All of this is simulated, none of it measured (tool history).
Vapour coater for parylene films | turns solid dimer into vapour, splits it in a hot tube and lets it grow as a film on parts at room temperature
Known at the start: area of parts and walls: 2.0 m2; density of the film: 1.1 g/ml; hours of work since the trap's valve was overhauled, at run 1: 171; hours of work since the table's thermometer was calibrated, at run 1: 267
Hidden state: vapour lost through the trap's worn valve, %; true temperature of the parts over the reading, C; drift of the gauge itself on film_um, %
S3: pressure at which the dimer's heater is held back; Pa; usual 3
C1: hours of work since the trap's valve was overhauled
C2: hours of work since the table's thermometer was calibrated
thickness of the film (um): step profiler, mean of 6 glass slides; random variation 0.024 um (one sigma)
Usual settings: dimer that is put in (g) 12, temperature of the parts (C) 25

run 1 hour=0 | dimer_that_is_put_in_(g)=12 temperature_of_the_parts_(C)=25 S3=3 | C1=171 C2=267 | thickness_of_the_film_(um)=3.99
run 2 hour=9.5 | dimer_that_is_put_in_(g)=12 temperature_of_the_parts_(C)=25 S3=3 | C1=177 C2=273 | thickness_of_the_film_(um)=3.97
run 3 hour=23.1 | dimer_that_is_put_in_(g)=12 temperature_of_the_parts_(C)=25 S3=3 | C1=185 C2=281 | thickness_of_the_film_(um)=4.04
run 4 hour=34.7 | dimer_that_is_put_in_(g)=12 temperature_of_the_parts_(C)=25 S3=3 | C1=192 C2=288 | thickness_of_the_film_(um)=3.99
run 5 hour=48.2 | dimer_that_is_put_in_(g)=12 temperature_of_the_parts_(C)=25 S3=3 | C1=200 C2=296 | thickness_of_the_film_(um)=3.94
run 6 hour=61.1 | dimer_that_is_put_in_(g)=12 temperature_of_the_parts_(C)=25 S3=3 | C1=207 C2=303 | thickness_of_the_film_(um)=3.93
run 7 hour=70.8 | dimer_that_is_put_in_(g)=12 temperature_of_the_parts_(C)=32 S3=3 | C1=213 C2=309 | thickness_of_the_film_(um)=2.93
run 8 hour=83.4 | dimer_that_is_put_in_(g)=12 temperature_of_the_parts_(C)=25 S3=3 | C1=221 C2=317 | thickness_of_the_film_(um)=3.95
run 9 hour=92.3 | dimer_that_is_put_in_(g)=12 temperature_of_the_parts_(C)=25 S3=8.39 | C1=226 C2=322 | thickness_of_the_film_(um)=3.61
run 10 hour=106.1 | dimer_that_is_put_in_(g)=12 temperature_of_the_parts_(C)=25 S3=8.39 | C1=234 C2=330 | thickness_of_the_film_(um)=3.54
run 11 hour=114.1 | dimer_that_is_put_in_(g)=12 temperature_of_the_parts_(C)=25 S3=8.39 | C1=239 C2=335 | thickness_of_the_film_(um)=3.56
run 12 hour=130 | dimer_that_is_put_in_(g)=12 temperature_of_the_parts_(C)=25 S3=8.39 | C1=248 C2=344 | thickness_of_the_film_(um)=3.51
run 13 hour=141.3 | dimer_that_is_put_in_(g)=12 temperature_of_the_parts_(C)=20 S3=8.39 | C1=255 C2=351 | thickness_of_the_film_(um)=4.33
run 14 hour=147.8 | dimer_that_is_put_in_(g)=12 temperature_of_the_parts_(C)=20 S3=8.39 | C1=259 C2=355 | thickness_of_the_film_(um)=4.33
run 15 hour=160.9 | dimer_that_is_put_in_(g)=12 temperature_of_the_parts_(C)=25 S3=3 | C1=267 C2=363 | thickness_of_the_film_(um)=3.91
run 16 hour=170.8 | dimer_that_is_put_in_(g)=12 temperature_of_the_parts_(C)=25 S3=3 | C1=273 C2=369 | thickness_of_the_film_(um)=3.92
run 17 hour=186.8 | dimer_that_is_put_in_(g)=12 temperature_of_the_parts_(C)=25 S3=3 | C1=282 C2=378 | thickness_of_the_film_(um)=3.87
run 18 hour=200.3 | dimer_that_is_put_in_(g)=12 temperature_of_the_parts_(C)=33 S3=3 | C1=290 C2=386 | thickness_of_the_film_(um)=2.79
run 19 hour=211.8 | dimer_that_is_put_in_(g)=12 temperature_of_the_parts_(C)=33 S3=3 | C1=297 C2=393 | thickness_of_the_film_(um)=2.8
run 20 hour=226.5 | dimer_that_is_put_in_(g)=8 temperature_of_the_parts_(C)=26 S3=3.51 | C1=306 C2=402 | thickness_of_the_film_(um)=2.41
run 21 hour=237.2 | dimer_that_is_put_in_(g)=8 temperature_of_the_parts_(C)=26 S3=3.51 | C1=312 C2=408 | thickness_of_the_film_(um)=2.43
run 22 hour=246.8 | dimer_that_is_put_in_(g)=8 temperature_of_the_parts_(C)=24 S3=4.31 | C1=318 C2=414 | thickness_of_the_film_(um)=2.58
run 23 hour=254.5 | dimer_that_is_put_in_(g)=17 temperature_of_the_parts_(C)=17 S3=8.13 | C1=323 C2=418 | thickness_of_the_film_(um)=6.95
run 24 hour=263.4 | dimer_that_is_put_in_(g)=14 temperature_of_the_parts_(C)=18 S3=3 | C1=328 C2=424 | thickness_of_the_film_(um)=5.82
run 25 hour=270.7 | dimer_that_is_put_in_(g)=14 temperature_of_the_parts_(C)=18 S3=3 | C1=332 C2=428 | thickness_of_the_film_(um)=5.74
run 26 hour=281.7 | dimer_that_is_put_in_(g)=12 temperature_of_the_parts_(C)=25 S3=3.69 | C1=339 C2=435 | thickness_of_the_film_(um)=3.77
run 27 hour=288.4 | dimer_that_is_put_in_(g)=8 temperature_of_the_parts_(C)=25 S3=4.04 | C1=343 C2=439 | thickness_of_the_film_(um)=2.48
run 28 hour=302 | dimer_that_is_put_in_(g)=8 temperature_of_the_parts_(C)=25 S3=4.04 | C1=351 C2=447 | thickness_of_the_film_(um)=2.49
run 29 hour=314.8 | dimer_that_is_put_in_(g)=18 temperature_of_the_parts_(C)=25 S3=2.1 | C1=358 C2=454 | thickness_of_the_film_(um)=5.92
run 30 hour=325 | dimer_that_is_put_in_(g)=18 temperature_of_the_parts_(C)=25 S3=2.1 | C1=364 C2=460 | thickness_of_the_film_(um)=5.92
run 31 hour=334.5 | dimer_that_is_put_in_(g)=21 temperature_of_the_parts_(C)=29 S3=2.03 | C1=370 C2=466 | thickness_of_the_film_(um)=5.78
run 32 hour=344.7 | dimer_that_is_put_in_(g)=21 temperature_of_the_parts_(C)=29 S3=2.03 | C1=376 C2=472 | thickness_of_the_film_(um)=5.89
run 33 hour=357.2 | dimer_that_is_put_in_(g)=7 temperature_of_the_parts_(C)=25 S3=2.82 | C1=384 C2=479 | thickness_of_the_film_(um)=2.24
run 34 hour=371.5 | dimer_that_is_put_in_(g)=7 temperature_of_the_parts_(C)=25 S3=2.82 | C1=392 C2=488 | thickness_of_the_film_(um)=2.23
-- hour=378.1 trap's valve overhauled
run 35 hour=388.8 | dimer_that_is_put_in_(g)=7 temperature_of_the_parts_(C)=18 S3=6.5 | C1=6 C2=496 | thickness_of_the_film_(um)=3
run 36 hour=395.5 | dimer_that_is_put_in_(g)=8 temperature_of_the_parts_(C)=25 S3=2.89 | C1=10 C2=500 | thickness_of_the_film_(um)=2.77
run 37 hour=406.5 | dimer_that_is_put_in_(g)=18 temperature_of_the_parts_(C)=28 S3=9.04 | C1=17 C2=506 | thickness_of_the_film_(um)=4.96
run 38 hour=417.3 | dimer_that_is_put_in_(g)=21 temperature_of_the_parts_(C)=28 S3=2.68 | C1=23 C2=513 | thickness_of_the_film_(um)=6.42

3 ways to go on from here, each from the tool as it stands after run 38. What would each give?
run A hour=424.8 | dimer_that_is_put_in_(g)=9 temperature_of_the_parts_(C)=25 S3=2.81 | C1=28 C2=517 | thickness_of_the_film_(um)=?
run B hour=424.8 | dimer_that_is_put_in_(g)=20 temperature_of_the_parts_(C)=23 S3=2.68 | C1=28 C2=517 | thickness_of_the_film_(um)=?
run C hour=424.8 | dimer_that_is_put_in_(g)=12 temperature_of_the_parts_(C)=33 S3=3 | C1=28 C2=517 | thickness_of_the_film_(um)=?

run=A thickness_of_the_film_(um)=3.11
run=B thickness_of_the_film_(um)=7.5
run=C thickness_of_the_film_(um)=3
Without the tool's hidden state the same runs would have given:
run=A thickness_of_the_film_(um)=3.19
run=B thickness_of_the_film_(um)=7.71
run=C thickness_of_the_film_(um)=3.08
